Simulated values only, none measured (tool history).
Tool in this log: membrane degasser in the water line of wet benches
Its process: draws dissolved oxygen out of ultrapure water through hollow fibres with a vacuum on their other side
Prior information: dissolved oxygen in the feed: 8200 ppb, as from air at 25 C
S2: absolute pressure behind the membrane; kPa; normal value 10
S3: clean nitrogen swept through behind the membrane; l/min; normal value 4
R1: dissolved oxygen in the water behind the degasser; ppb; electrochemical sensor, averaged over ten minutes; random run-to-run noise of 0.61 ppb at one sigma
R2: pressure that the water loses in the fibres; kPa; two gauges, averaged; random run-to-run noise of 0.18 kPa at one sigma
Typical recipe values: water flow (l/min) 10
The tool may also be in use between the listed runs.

run 1 hour=0 | water_flow_(l/min)=10 S2=10 S3=4 | R1=53.7 R2=35.78
run 2 hour=36.8 | water_flow_(l/min)=10 S2=10 S3=4 | R1=54.8 R2=36.14
run 3 hour=71.5 | water_flow_(l/min)=10 S2=10 S3=4 | R1=55.2 R2=35.99
run 4 hour=115.4 | water_flow_(l/min)=10 S2=14.9 S3=4 | R1=85.1 R2=36.13
run 5 hour=134.1 | water_flow_(l/min)=13 S2=14.9 S3=4 | R1=126.5 R2=47.08
run 6 hour=169.7 | water_flow_(l/min)=10 S2=10 S3=4 | R1=53.2 R2=35.48
run 7 hour=209.7 | water_flow_(l/min)=10 S2=10 S3=4 | R1=55.1 R2=36
run 8 hour=244 | water_flow_(l/min)=10 S2=10 S3=4.07 | R1=54.8 R2=36.18
-- hour=248.4 vacuum gauge calibrated
run 9 hour=287.9 | water_flow_(l/min)=10 S2=10 S3=4.07 | R1=55.2 R2=36.06
run 10 hour=323.9 | water_flow_(l/min)=10 S2=10 S3=2.4 | R1=82.9 R2=36.39
run 11 hour=352.2 | water_flow_(l/min)=10 S2=13.3 S3=10.17 | R1=37.2 R2=36.23
run 12 hour=374.9 | water_flow_(l/min)=10 S2=20.4 S3=5.36 | R1=92.6 R2=36.02
run 13 hour=403.8 | water_flow_(l/min)=6 S2=20.4 S3=5.36 | R1=50.8 R2=21.5
run 14 hour=449.2 | water_flow_(l/min)=8 S2=11 S3=5.36 | R1=34.7 R2=28.74
run 15 hour=470.2 | water_flow_(l/min)=12 S2=20.2 S3=4 | R1=149.1 R2=43.58
run 16 hour=497.6 | water_flow_(l/min)=8 S2=8.3 S3=8.82 | R1=16.8 R2=29.09
-- hour=509.8 vacuum gauge calibrated, once more
run 17 hour=519.6 | water_flow_(l/min)=8 S2=8.3 S3=8.82 | R1=15.7 R2=29.07

Estimate the outcome of run 18 from the log above:
run 18 hour=564.9 | water_flow_(l/min)=7 S2=10.2 S3=8.15 | R1=? R2=?

R1: 17.7 ppb
R2: 25.48 kPa
Minus the tool's unlogged condition, the same run would have read R1 17.2 ppb, R2 25.31 kPa.
